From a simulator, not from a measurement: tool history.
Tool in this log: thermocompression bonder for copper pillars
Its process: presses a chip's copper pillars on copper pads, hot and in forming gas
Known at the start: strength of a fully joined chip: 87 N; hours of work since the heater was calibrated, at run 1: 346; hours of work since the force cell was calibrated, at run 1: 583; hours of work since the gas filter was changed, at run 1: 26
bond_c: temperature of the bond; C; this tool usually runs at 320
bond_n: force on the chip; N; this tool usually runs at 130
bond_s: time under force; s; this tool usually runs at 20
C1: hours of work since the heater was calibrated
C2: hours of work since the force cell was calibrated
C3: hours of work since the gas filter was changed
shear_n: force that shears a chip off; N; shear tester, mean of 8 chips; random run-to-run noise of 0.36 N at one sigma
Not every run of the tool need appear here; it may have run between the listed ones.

Run 1, hour 0.0: usual settings; C1 346; C2 583; C3 26. Result: shear_n 30.5 N.
Run 2, hour 33.1: usual settings but bond_c 333 C; C1 367; C2 604; C3 46. Result: shear_n 35.6 N.
Run 3, hour 61.8: usual settings but bond_c 333 C; C1 385; C2 622; C3 64. Result: shear_n 34.7 N.
Run 4, hour 92.3: usual settings; C1 404; C2 641; C3 84. Result: shear_n 30.1 N.
Run 5, hour 118.5: usual settings; C1 421; C2 657; C3 100. Result: shear_n 29.4 N.
Run 6, hour 150.9: usual settings; C1 441; C2 678; C3 120. Result: shear_n 29.2 N.
Run 7, hour 196.2: usual settings; C1 469; C2 706; C3 149. Result: shear_n 28.7 N.
At hour 232.1: force cell calibrated.
Run 8, hour 244.2: usual settings but bond_n 128 N; C1 499; C2 8; C3 178. Result: shear_n 26.8 N.
Run 9, hour 278.5: usual settings; C1 520; C2 29; C3 199. Result: shear_n 26.4 N.
Run 10, hour 305.3: usual settings; C1 537; C2 46; C3 216. Result: shear_n 26.8 N.
At hour 322.9: force cell calibrated, once more.
Run 11, hour 352.2: usual settings; C1 565; C2 18; C3 245. Result: shear_n 30.6 N.
Run 12, hour 378.7: usual settings; C1 582; C2 35; C3 261. Result: shear_n 30.8 N.
Run 13, hour 413.4: usual settings but bond_c 331 C, bond_n 188 N, bond_s 16 s; C1 604; C2 57; C3 283. Result: shear_n 44.2 N.
Run 14, hour 449.9: usual settings but bond_c 340 C, bond_n 144 N, bond_s 16 s; C1 627; C2 80; C3 306. Result: shear_n 38.1 N.
Run 15, hour 488.9: usual settings but bond_c 333 C, bond_n 178 N, bond_s 58 s; C1 651; C2 104; C3 330. Result: shear_n 61.7 N.
Run 16, hour 518.0: usual settings but bond_c 346 C, bond_n 109 N, bond_s 12 s; C1 669; C2 122; C3 349. Result: shear_n 27.9 N.
Run 17, hour 551.5: usual settings but bond_c 346 C, bond_n 109 N, bond_s 12 s; C1 690; C2 143; C3 370. Result: shear_n 27.3 N.
At hour 588.3: forming gas filter changed.
Run 18, hour 590.6: usual settings but bond_c 346 C, bond_n 109 N, bond_s 12 s; C1 714; C2 168; C3 1. Result: shear_n 28.7 N.
Run 19, hour 622.2: usual settings but bond_c 346 C, bond_n 109 N, bond_s 12 s; C1 734; C2 187; C3 21. Result: shear_n 28.5 N.
Run 20, hour 664.1: usual settings but bond_c 346 C, bond_n 109 N, bond_s 12 s; C1 761; C2 214; C3 47. Result: shear_n 28.1 N.
Run 21, hour 706.1: usual settings but bond_c 340 C, bond_n 100 N, bond_s 21 s; C1 787; C2 240; C3 74. Result: shear_n 29.9 N.

What does the tool deliver on the next run?
Run 22, hour 728.2: usual settings but bond_c 340 C, bond_n 100 N, bond_s 21 s; C1 801; C2 254; C3 88. Result: shear_n ?.

{"run 22": {"shear_n": 29.1}}
Without the tool's hidden state the same run would have given shear_n 34.2 N.

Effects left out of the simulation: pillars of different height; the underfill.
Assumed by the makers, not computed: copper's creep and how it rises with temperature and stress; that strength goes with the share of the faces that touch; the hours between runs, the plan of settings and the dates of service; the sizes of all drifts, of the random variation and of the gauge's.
